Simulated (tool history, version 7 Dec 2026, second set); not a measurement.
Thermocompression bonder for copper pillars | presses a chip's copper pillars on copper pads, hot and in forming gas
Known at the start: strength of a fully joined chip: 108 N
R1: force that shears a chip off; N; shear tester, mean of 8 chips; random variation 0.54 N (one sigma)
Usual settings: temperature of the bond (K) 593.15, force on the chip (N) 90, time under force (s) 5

run 1 day=0.000 | temperature_of_the_bond_(K)=593.15 force_on_the_chip_(N)=90 time_under_force_(s)=5 | R1=47.2
run 2 day=1.012 | temperature_of_the_bond_(K)=593.15 force_on_the_chip_(N)=90 time_under_force_(s)=5 | R1=45.9
run 3 day=1.892 | temperature_of_the_bond_(K)=576.15 force_on_the_chip_(N)=90 time_under_force_(s)=5 | R1=37.1
-- day=2.862 forming gas filter changed
run 4 day=2.900 | temperature_of_the_bond_(K)=597.15 force_on_the_chip_(N)=90 time_under_force_(s)=5 | R1=52.1
run 5 day=3.492 | temperature_of_the_bond_(K)=597.15 force_on_the_chip_(N)=90 time_under_force_(s)=5 | R1=51.8
run 6 day=4.217 | temperature_of_the_bond_(K)=593.15 force_on_the_chip_(N)=61 time_under_force_(s)=5 | R1=31.8
run 7 day=5.108 | temperature_of_the_bond_(K)=570.15 force_on_the_chip_(N)=61 time_under_force_(s)=5 | R1=21.6
run 8 day=5.829 | temperature_of_the_bond_(K)=593.15 force_on_the_chip_(N)=90 time_under_force_(s)=3 | R1=40.2
run 9 day=6.400 | temperature_of_the_bond_(K)=593.15 force_on_the_chip_(N)=90 time_under_force_(s)=3 | R1=39.8
run 10 day=7.262 | temperature_of_the_bond_(K)=566.15 force_on_the_chip_(N)=90 time_under_force_(s)=5 | R1=32.5
run 11 day=7.733 | temperature_of_the_bond_(K)=566.15 force_on_the_chip_(N)=90 time_under_force_(s)=5 | R1=32.2
run 12 day=8.729 | temperature_of_the_bond_(K)=566.15 force_on_the_chip_(N)=90 time_under_force_(s)=5 | R1=32.9
run 13 day=9.700 | temperature_of_the_bond_(K)=566.15 force_on_the_chip_(N)=90 time_under_force_(s)=5 | R1=31.7
run 14 day=10.762 | temperature_of_the_bond_(K)=566.15 force_on_the_chip_(N)=90 time_under_force_(s)=5 | R1=31.8
run 15 day=11.329 | temperature_of_the_bond_(K)=566.15 force_on_the_chip_(N)=90 time_under_force_(s)=5 | R1=30.8
run 16 day=12.117 | temperature_of_the_bond_(K)=566.15 force_on_the_chip_(N)=90 time_under_force_(s)=5 | R1=31.0
run 17 day=12.662 | temperature_of_the_bond_(K)=593.15 force_on_the_chip_(N)=90 time_under_force_(s)=3 | R1=38.1
run 18 day=13.408 | temperature_of_the_bond_(K)=565.15 force_on_the_chip_(N)=90 time_under_force_(s)=3 | R1=24.1
run 19 day=13.962 | temperature_of_the_bond_(K)=565.15 force_on_the_chip_(N)=90 time_under_force_(s)=3 | R1=24.6
run 20 day=14.500 | temperature_of_the_bond_(K)=565.15 force_on_the_chip_(N)=90 time_under_force_(s)=3 | R1=23.6
-- day=14.612 forming gas filter changed
run 21 day=15.042 | temperature_of_the_bond_(K)=565.15 force_on_the_chip_(N)=90 time_under_force_(s)=3 | R1=25.5
run 22 day=15.633 | temperature_of_the_bond_(K)=565.15 force_on_the_chip_(N)=90 time_under_force_(s)=3 | R1=26.5
-- day=15.779 force cell calibrated
run 23 day=16.621 | temperature_of_the_bond_(K)=593.15 force_on_the_chip_(N)=88 time_under_force_(s)=5 | R1=47.9
run 24 day=17.279 | temperature_of_the_bond_(K)=613.15 force_on_the_chip_(N)=118 time_under_force_(s)=4 | R1=72.9
-- day=17.912 force cell calibrated, once more
run 25 day=18.025 | temperature_of_the_bond_(K)=586.15 force_on_the_chip_(N)=72 time_under_force_(s)=9 | R1=44.5
run 26 day=18.554 | temperature_of_the_bond_(K)=586.15 force_on_the_chip_(N)=72 time_under_force_(s)=9 | R1=45.2
run 27 day=19.254 | temperature_of_the_bond_(K)=586.15 force_on_the_chip_(N)=99 time_under_force_(s)=9 | R1=61.3
run 28 day=19.788 | temperature_of_the_bond_(K)=586.15 force_on_the_chip_(N)=99 time_under_force_(s)=9 | R1=62.4
run 29 day=20.638 | temperature_of_the_bond_(K)=603.15 force_on_the_chip_(N)=90 time_under_force_(s)=4 | R1=51.8
run 30 day=21.396 | temperature_of_the_bond_(K)=601.15 force_on_the_chip_(N)=85 time_under_force_(s)=3 | R1=42.0
run 31 day=21.892 | temperature_of_the_bond_(K)=613.15 force_on_the_chip_(N)=90 time_under_force_(s)=5 | R1=62.2
run 32 day=22.925 | temperature_of_the_bond_(K)=594.15 force_on_the_chip_(N)=76 time_under_force_(s)=5 | R1=41.0
run 33 day=23.654 | temperature_of_the_bond_(K)=594.15 force_on_the_chip_(N)=76 time_under_force_(s)=5 | R1=42.0
run 34 day=24.250 | temperature_of_the_bond_(K)=568.15 force_on_the_chip_(N)=61 time_under_force_(s)=5 | R1=20.8
run 35 day=25.067 | temperature_of_the_bond_(K)=615.15 force_on_the_chip_(N)=79 time_under_force_(s)=5 | R1=54.6
run 36 day=25.538 | temperature_of_the_bond_(K)=615.15 force_on_the_chip_(N)=79 time_under_force_(s)=5 | R1=54.6
-- day=26.442 forming gas filter changed
run 37 day=26.588 | temperature_of_the_bond_(K)=598.15 force_on_the_chip_(N)=81 time_under_force_(s)=9 | R1=60.4

Forecast each of these 3 alternatives for the next run:
run A day=27.125 | temperature_of_the_bond_(K)=573.15 force_on_the_chip_(N)=77 time_under_force_(s)=14 | R1=?
run B day=27.125 | temperature_of_the_bond_(K)=597.15 force_on_the_chip_(N)=57 time_under_force_(s)=6 | R1=?
run C day=27.125 | temperature_of_the_bond_(K)=598.15 force_on_the_chip_(N)=132 time_under_force_(s)=9 | R1=?

run=A R1=47.9
run=B R1=35.1
run=C R1=87.0
Without the tool's hidden state the same runs would have given:
run=A R1=44.6
run=B R1=32.6
run=C R1=84.3
